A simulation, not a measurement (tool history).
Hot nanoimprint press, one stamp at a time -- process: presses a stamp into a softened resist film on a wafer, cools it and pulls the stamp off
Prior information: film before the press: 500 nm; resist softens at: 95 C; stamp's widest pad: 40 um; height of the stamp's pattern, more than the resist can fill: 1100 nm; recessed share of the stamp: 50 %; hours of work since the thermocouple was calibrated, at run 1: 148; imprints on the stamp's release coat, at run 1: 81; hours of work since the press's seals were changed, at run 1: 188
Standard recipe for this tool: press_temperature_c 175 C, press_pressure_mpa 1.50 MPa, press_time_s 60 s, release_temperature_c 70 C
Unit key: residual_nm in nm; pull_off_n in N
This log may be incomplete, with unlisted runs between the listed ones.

run,day,press_temperature_c,press_pressure_mpa,press_time_s,release_temperature_c,hours of work since the thermocouple was calibrated,imprints on the stamp's release coat,hours of work since the press's seals were changed,residual_nm,pull_off_n
1,0.000,175,1.50,60,70,148,81,188,217.4,146
2,1.333,175,1.50,60,70,169,164,209,217.4,149
3,2.392,175,1.18,60,70,186,230,225,247.5,148
4,3.300,175,1.18,60,70,200,286,240,248.7,160
5,4.667,175,1.18,60,70,222,371,261,246.7,160
6,6.079,170,1.50,60,70,244,459,283,246.6,160
7,6.871,170,1.50,63,70,257,508,296,243.0,166
8,7.583,175,1.23,60,70,268,552,307,243.2,164
9,8.446,175,1.23,60,70,281,606,321,243.8,169
10,9.054,175,1.50,89,70,291,644,330,191.6,168
11,10.421,168,1.50,60,70,313,729,352,260.2,170
12,11.025,175,1.50,60,58,322,766,361,218.8,226
13,11.754,175,1.50,60,58,334,811,373,219.8,217
14,12.812,175,1.50,60,58,350,877,389,220.0,218
15,13.729,175,1.50,60,70,365,934,404,220.2,188
16,14.646,169,1.40,115,61,379,991,418,214.6,221
17,16.117,169,1.40,34,72,402,1083,441,312.4,188
18,17.504,169,1.40,34,72,424,1169,463,312.2,180
# day 18.067: plate thermocouple calibrated
19,18.425,169,1.40,34,72,6,1218,476,303.9,184
20,19.325,182,1.54,43,70,20,1274,490,202.2,188
21,20.638,170,1.50,107,70,41,1356,511,201.0,191
22,21.983,167,2.21,47,68,62,1439,532,232.3,201
23,23.025,167,1.62,47,68,78,1504,548,271.9,212
24,23.712,167,1.62,47,68,89,1547,559,272.8,208
25,24.783,168,2.12,30,70,106,1613,576,267.2,208
26,26.129,175,1.50,97,70,127,1697,597,184.7,208
27,26.825,175,1.50,97,70,138,1740,608,184.4,209
28,28.117,175,1.62,104,58,158,1820,628,172.6,263
29,29.471,175,1.62,104,58,180,1905,650,172.3,270

Here are 3 independent what-if runs from the current tool condition. What would each one return?
# day 30.633: stamp cleaned and given a new release coat
A,30.771,184,1.62,48,58,196,9,666,?,?
# day 30.633: stamp cleaned and given a new release coat
B,30.771,182,1.62,109,58,196,9,666,?,?
# day 30.633: stamp cleaned and given a new release coat
C,30.771,170,1.62,104,59,196,9,666,?,?

run,residual_nm,pull_off_n
A,183.6,179
B,143.6,180
C,196.9,179
With the hidden condition removed and each run's random variation left untouched, the same runs would have given:
run,residual_nm,pull_off_n
A,180.0,178
B,140.7,179
C,192.8,177
